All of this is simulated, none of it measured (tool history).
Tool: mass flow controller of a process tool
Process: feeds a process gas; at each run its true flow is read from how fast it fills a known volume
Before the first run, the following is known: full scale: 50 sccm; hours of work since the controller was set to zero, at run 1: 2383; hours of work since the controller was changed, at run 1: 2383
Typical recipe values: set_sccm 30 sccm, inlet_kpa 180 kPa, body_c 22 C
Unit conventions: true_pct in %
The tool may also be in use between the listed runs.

run    hour  set_sccm  inlet_kpa  body_c  hours of work since the controller was set to zero  hours of work since the controller was changed  true_pct
  1     0.0        30        180      22                                                2383                                            2383     98.64
  2   138.1        30        180      22                                                2455                                            2455     98.58
  3   204.7        30        180      22                                                2489                                            2489     98.56
  4   303.3        30        180      22                                                2540                                            2540     98.68
  5   421.7        30        180      22                                                2602                                            2602     98.45
  6   519.7        30        180      22                                                2653                                            2653     98.46
  7   603.5        12        180      22                                                2696                                            2696     97.37
  8   686.8        30        212      22                                                2739                                            2739     98.58
  9   756.7        30        212      22                                                2776                                            2776     98.46
 10   867.7        30        212      22                                                2833                                            2833     98.45
 11   982.6         9        212      22                                                2893                                            2893     97.28
 12  1118.4         9        212      22                                                2963                                            2963     97.35
 13  1216.4        30        180      22                                                3014                                            3014     98.36
 14  1353.6         6        180      22                                                3085                                            3085     97.00
 15  1495.9        30        180      22                                                3159                                            3159     98.24
 16  1610.5        30        180      20                                                3219                                            3219     98.19
 17  1686.0        30        180      20                                                3258                                            3258     98.04
 18  1770.8        30        180      20                                                3302                                            3302     98.09
 19  1921.6        30        180      29                                                3380                                            3380     98.79
 20  2069.4        30        180      22                                                3457                                            3457     98.18
 21  2156.7        30        180      22                                                3502                                            3502     98.23
 22  2272.8        30        180      22                                                3562                                            3562     98.12
 23  2352.6        30        180      22                                                3604                                            3604     98.07
 24  2448.7        30        180      22                                                3654                                            3654     98.04
 25  2594.0        40        207      31                                                3729                                            3729     99.16
 26  2730.6        40        207      31                                                3800                                            3800     99.21
 27  2878.5        40        207      31                                                3877                                            3877     99.10
 28  2985.2        46        207      25                                                3932                                            3932     99.10
 29  3110.3        46        207      25                                                3997                                            3997     99.10
     3191.8  -- gauge calibrated
 30  3191.8        46        207      25                                                4039                                            4039     99.72
 31  3328.3        24        207      24                                                4110                                            4110     98.37
 32  3401.0        24        207      24                                                4148                                            4148     98.35
 33  3472.7        15        203      38                                                4185                                            4185     98.81
 34  3601.2        15        203      38                                                4252                                            4252     98.80
 35  3667.8        37        186      31                                                4286                                            4286     99.43
     3767.1  -- controller's zero set anew
 36  3808.0        30        187      31                                                  21                                            4359     99.11
 37  3951.8        30        180      38                                                  96                                            4433     99.69
 38  4088.6        30        180      38                                                 167                                            4504     99.59
 39  4189.5        36        158      29                                                 219                                            4557     99.12
 40  4333.3        36        211      26                                                 294                                            4631     98.94
 41  4423.5        11        217      26                                                 341                                            4678     97.62

What would each run have given without the hidden state, its run-to-run variation left as it was?
What the log doesn't record here: flow at rest that the sensor doesn't see, % of full scale; true flow over the shown one, %; drift of the gauge itself on true_pct, %.
run  true_pct
  1     98.64
  2     98.61
  3     98.60
  4     98.75
  5     98.54
  6     98.57
  7     97.51
  8     98.74
  9     98.63
 10     98.65
 11     97.50
 12     97.60
 13     98.64
 14     97.30
 15     98.58
 16     98.56
 17     98.43
 18     98.49
 19     99.23
 20     98.65
 21     98.72
 22     98.65
 23     98.61
 24     98.60
 25     99.76
 26     99.85
 27     99.78
 28     99.80
 29     99.83
 30     99.72
 31     98.40
 32     98.39
 33     98.86
 34     98.89
 35     99.53
 36     99.26
 37     99.87
 38     99.80
 39     99.36
 40     99.21
 41     97.90
